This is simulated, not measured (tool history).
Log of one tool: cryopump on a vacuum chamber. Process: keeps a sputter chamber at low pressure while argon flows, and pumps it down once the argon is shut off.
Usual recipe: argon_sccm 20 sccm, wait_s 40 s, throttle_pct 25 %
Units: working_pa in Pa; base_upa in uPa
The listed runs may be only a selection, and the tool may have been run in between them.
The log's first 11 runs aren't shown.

run     day  argon_sccm  wait_s  throttle_pct  working_pa  base_upa
 12  12.029          20      40            25      0.0873      1.94
 13  13.596          20      40            25      0.0879      1.95
 14  14.479          20      40            25      0.0876      1.99
 15  15.946          20      40            25      0.0876      2.01
 16  17.408          20      40            25      0.0882      1.96
 17  19.104          20      40            25       0.088      1.99
 18  20.171          20      40            25      0.0883         2
 19  21.175          20      40            25      0.0876         2
 20  21.996          17      34            36       0.052       2.3
 21  23.721          17      34            36      0.0526      2.32
 22  24.846          19      40            15      0.1384      2.05
 23  25.862           8      40            30       0.029      2.03
 24  27.321           8     234            59      0.0155      0.86
 25  28.242           9      29            59       0.017      2.63
 26    29.5          15      87            59       0.028      1.34

What will run 27 give?
 27  30.971          21     176            30           ?         ?

{"run 27": {"working_pa": 0.078, "base_upa": 0.99}}
The same run, on a tool lacking any hidden state, would have yielded working_pa 0.0761 Pa, base_upa 0.5 uPa.

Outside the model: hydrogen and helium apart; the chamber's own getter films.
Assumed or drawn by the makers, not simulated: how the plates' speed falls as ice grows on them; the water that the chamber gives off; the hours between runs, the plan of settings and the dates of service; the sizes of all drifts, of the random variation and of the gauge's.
